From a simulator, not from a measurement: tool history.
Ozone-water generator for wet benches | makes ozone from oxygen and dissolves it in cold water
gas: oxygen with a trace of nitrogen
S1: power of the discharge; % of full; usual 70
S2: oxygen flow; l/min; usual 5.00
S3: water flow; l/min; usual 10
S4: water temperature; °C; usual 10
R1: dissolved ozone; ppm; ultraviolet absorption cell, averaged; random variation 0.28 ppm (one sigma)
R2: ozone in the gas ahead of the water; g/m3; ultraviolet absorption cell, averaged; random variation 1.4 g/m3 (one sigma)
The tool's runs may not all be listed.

run    hour  S1    S2  S3  S4    R1     R2
  1     0.0  70  5.00  10  10  40.1  240.6
  2    30.6  70  5.00  15  10  29.4  237.6
  3    61.4  70  4.04  10  10  41.2  267.3
  4   105.0  70  7.78  10  10  37.8  190.9
  5   154.6  70  5.00  10  10  40.2  237.6
  6   204.9  70  5.00  10  10  40.1  238.7
  7   244.5  70  5.00  10  10  40.2  236.2
  8   279.7  70  5.00  10  10  40.5  238.2
  9   313.3  70  5.00  10  10  39.9  239.5
 10   361.7  52  5.00  10  10  31.7  187.3
 11   402.5  70  5.00  10  15  36.3  236.7
 12   435.7  70  5.00  10  15  36.0  236.3
 13   484.8  70  4.31  10  10  39.9  253.7
 14   526.0  70  4.31  10  10  39.7  253.8
 15   569.5  70  4.31  10  10  39.9  253.3
 16   600.7  70  4.31  10  10  39.6  255.5
 17   652.8  70  4.31  10  10  39.5  254.8
 18   700.0  70  4.31  10  10  39.5  253.8
 19   730.5  70  4.31  10  10  39.6  253.5
 20   761.6  70  4.31  10  10  39.2  253.1
 21   786.5  42  5.00  11   8  25.5  159.2
 22   838.8  70  5.00  10  12  37.0  231.9
 23   876.7  53  5.84  16   6  22.7  172.9
 24   907.3  48  6.11  10  10  28.5  158.6
 25   959.0  42  5.00  10  10  26.1  158.3
 26   986.4  42  5.00   7   9  33.9  157.4
 27  1012.1  42  5.00   7   9  33.5  156.5
 28  1047.1  42  5.00   7   9  33.6  156.7
 29  1079.9  70  3.31  10   7  40.7  288.8
 30  1107.9  70  3.31  10   7  40.3  288.2
 31  1138.1  70  3.31  10   7  40.3  286.7
 32  1177.7  70  3.31  10   7  40.1  284.6
 33  1200.6  70  4.80  10  10  38.6  234.9

Hidden state or all else? Some run-to-run changes of R1, split into what the settings, what came in and random variation would give without the hidden state, and what is left for the hidden state (with any gauge scatter that isn't in both results):
The hidden state here: yield of the discharge, % of new electrodes'; contactor's efficiency, % of a clean one's; true water temperature over the reading, C; drift of the gauge itself on ozone_ppm, %; drift of the gauge itself on gas_g_m3, %.
Run 2 -> 3: S2 5.00 -> 4.04, S3 15 -> 10. R1 +11.8 ppm: hidden state -0.9, all else +12.7.
Run 20 -> 21: S1 70 -> 42, S2 4.31 -> 5.00, S3 10 -> 11, S4 10 -> 8. R1 -13.7 ppm: hidden state +2.6, all else -16.3.
Run 21 -> 22: S1 42 -> 70, S3 11 -> 10, S4 8 -> 12. R1 +11.5 ppm: hidden state -2.4, all else +13.9.
Run 22 -> 23: S1 70 -> 53, S2 5.00 -> 5.84, S3 10 -> 16, S4 12 -> 6. R1 -14.3 ppm: hidden state +2.0, all else -16.3.
Run 28 -> 29: S1 42 -> 70, S2 5.00 -> 3.31, S3 7 -> 10, S4 9 -> 7. R1 +7.1 ppm: hidden state -2.7, all else +9.8.
